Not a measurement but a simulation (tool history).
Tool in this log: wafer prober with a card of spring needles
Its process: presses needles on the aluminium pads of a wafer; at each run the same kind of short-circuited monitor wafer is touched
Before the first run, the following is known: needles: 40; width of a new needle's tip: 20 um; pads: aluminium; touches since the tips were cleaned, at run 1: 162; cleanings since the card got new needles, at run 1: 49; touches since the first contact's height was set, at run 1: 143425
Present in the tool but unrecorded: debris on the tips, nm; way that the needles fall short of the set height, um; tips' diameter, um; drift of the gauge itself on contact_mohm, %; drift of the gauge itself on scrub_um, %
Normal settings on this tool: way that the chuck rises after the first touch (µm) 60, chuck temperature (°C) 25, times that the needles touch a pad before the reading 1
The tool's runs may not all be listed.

run,hour,way that the chuck rises after the first touch (µm),chuck temperature (°C),times that the needles touch a pad before the reading,touches since the tips were cleaned,cleanings since the card got new needles,touches since the first contact's height was set,resistance of one needle with its contact and lead (mohm),way that a needle slides on the pad (µm)
1,0.0,60,25,1,162,49,143425,268,9.74
# hour 11.0: tips cleaned on abrasive film
2,15.5,60,25,3,2473,50,151846,271,9.73
# hour 22.3: tips cleaned on abrasive film
3,30.5,60,25,3,4499,51,160019,267,9.71
# hour 33.5: tips cleaned on abrasive film
4,40.9,60,25,3,4039,52,165652,268,9.75
# hour 44.8: tips cleaned on abrasive film
# hour 56.1: tips cleaned on abrasive film
5,58.7,60,25,3,1393,54,175246,273,9.74
6,66.1,60,25,1,5437,54,179290,272,9.73
# hour 67.3: tips cleaned on abrasive film
# hour 78.8: tips cleaned on abrasive film
7,80.8,60,25,1,1075,56,187257,272,9.68
8,88.2,75,25,1,5100,56,191282,266,12.13
# hour 90.2: tips cleaned on abrasive film
9,98.9,75,25,1,4779,57,197116,266,12.16
# hour 102.0: tips cleaned on abrasive film
# hour 113.7: tips cleaned on abrasive film
10,113.7,60,25,2,0,59,205073,270,9.68
# hour 118.0: height of the first contact set anew
# hour 125.1: tips cleaned on abrasive film
11,126.9,60,25,2,982,60,4794,274,9.72
# hour 136.7: tips cleaned on abrasive film
12,136.7,51,25,2,0,61,10125,272,8.22
# hour 148.9: tips cleaned on abrasive film
13,152.3,46,55,2,1876,62,18588,281,7.40
# hour 160.2: tips cleaned on abrasive film
14,161.2,46,55,2,503,63,23391,283,7.42
# hour 171.9: tips cleaned on abrasive film
15,174.9,40,33,1,1636,64,30847,281,6.44
# hour 183.2: tips cleaned on abrasive film
16,186.6,50,25,1,1871,65,37214,270,8.08
# hour 194.7: tips cleaned on abrasive film
17,200.8,60,25,2,3345,66,44925,273,9.67
# hour 206.7: tips cleaned on abrasive film
18,211.2,60,49,1,2476,67,50567,279,9.66
# hour 218.8: tips cleaned on abrasive film
19,223.6,50,113,2,2651,68,57300,297,8.06
# hour 230.1: tips cleaned on abrasive film
20,238.6,57,113,2,4636,69,65436,298,9.16

Pick out some run-to-run changes in way that a needle slides on the pad (µm). Of each, how much would a tool without hidden state show as well, from the settings, what came in and chance, and how much is left for the hidden state and any gauge scatter not in both results compared?
Run 7 -> 8: way that the chuck rises after the first touch (µm) 60 -> 75. way that a needle slides on the pad (µm) +2.45: hidden state -0.01, all else +2.46.
Run 9 -> 10: way that the chuck rises after the first touch (µm) 75 -> 60, times that the needles touch a pad before the reading 1 -> 2, tips cleaned on abrasive film, tips cleaned on abrasive film. way that a needle slides on the pad (µm) -2.48: hidden state +0.00, all else -2.48.
Run 15 -> 16: way that the chuck rises after the first touch (µm) 40 -> 50, chuck temperature (°C) 33 -> 25, tips cleaned on abrasive film. way that a needle slides on the pad (µm) +1.64: hidden state -0.02, all else +1.66.
Run 19 -> 20: way that the chuck rises after the first touch (µm) 50 -> 57, tips cleaned on abrasive film. way that a needle slides on the pad (µm) +1.10: hidden state -0.02, all else +1.12.
